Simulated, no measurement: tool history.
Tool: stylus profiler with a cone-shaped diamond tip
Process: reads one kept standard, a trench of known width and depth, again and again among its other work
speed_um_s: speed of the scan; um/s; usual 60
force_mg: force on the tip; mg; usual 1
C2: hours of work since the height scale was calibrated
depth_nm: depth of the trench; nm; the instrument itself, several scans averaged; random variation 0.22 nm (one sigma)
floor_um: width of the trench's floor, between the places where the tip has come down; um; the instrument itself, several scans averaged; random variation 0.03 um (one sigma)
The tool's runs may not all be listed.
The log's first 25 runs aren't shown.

Run 26, hour 2571.9: usual settings but speed_um_s 64 um/s, force_mg 0.34 mg; scans with this tip 25575; C2 264. Result: depth_nm 1003.81 nm, floor_um 12.02 um.
Run 27, hour 2640.2: usual settings but speed_um_s 18 um/s, force_mg 1.3 mg; scans with this tip 26197; C2 317. Result: depth_nm 1007 nm, floor_um 12.58 um.
Run 28, hour 2699.9: usual settings but speed_um_s 61 um/s, force_mg 2.74 mg; scans with this tip 26741; C2 363. Result: depth_nm 1011.03 nm, floor_um 12.43 um.
Run 29, hour 2804.8: usual settings but speed_um_s 17 um/s, force_mg 2.96 mg; scans with this tip 27698; C2 443. Result: depth_nm 1011.86 nm, floor_um 12.5 um.
Run 30, hour 2904.3: usual settings but speed_um_s 63 um/s, force_mg 0.87 mg; scans with this tip 28606; C2 520. Result: depth_nm 1006.53 nm, floor_um 11.98 um.
Run 31, hour 3001.9: usual settings but speed_um_s 63 um/s, force_mg 0.87 mg; scans with this tip 29496; C2 595. Result: depth_nm 1006.71 nm, floor_um 11.93 um.
Run 32, hour 3105.9: usual settings but speed_um_s 25 um/s, force_mg 2.75 mg; scans with this tip 30444; C2 674. Result: depth_nm 1012.18 nm, floor_um 12.18 um.
Run 33, hour 3196.6: usual settings but speed_um_s 76 um/s, force_mg 0.42 mg; scans with this tip 31271; C2 744. Result: depth_nm 1006.28 nm, floor_um 11.41 um.
Run 34, hour 3275.6: usual settings but speed_um_s 76 um/s, force_mg 0.42 mg; scans with this tip 31992; C2 805. Result: depth_nm 1005.87 nm, floor_um 11.34 um.

5 ways to go on from here, each from the tool as it stands after run 34. What would each give?
Run A, hour 3361.6: usual settings but speed_um_s 27 um/s, force_mg 0.75 mg; scans with this tip 32775; C2 871. Result: depth_nm ?, floor_um ?.
Run B, hour 3361.6: usual settings but speed_um_s 76 um/s, force_mg 1.47 mg; scans with this tip 32775; C2 871. Result: depth_nm ?, floor_um ?.
Run C, hour 3361.6: usual settings but speed_um_s 81 um/s; scans with this tip 32775; C2 871. Result: depth_nm ?, floor_um ?.
Run D, hour 3361.6: usual settings but speed_um_s 23 um/s, force_mg 0.65 mg; scans with this tip 32775; C2 871. Result: depth_nm ?, floor_um ?.
Run E, hour 3361.6: usual settings but speed_um_s 53 um/s, force_mg 0.64 mg; scans with this tip 32775; C2 871. Result: depth_nm ?, floor_um ?.

run  depth_nm  floor_um
  A   1007.93     11.83
  B   1009.45     11.62
  C   1008.48     11.47
  D   1007.42     11.87
  E   1007.31     11.61
Without the tool's hidden state the same runs would have given:
run  depth_nm  floor_um
  A    1004.3     15.78
  B   1005.82     15.56
  C   1004.86     15.42
  D    1003.8     15.82
  E   1003.69     15.55
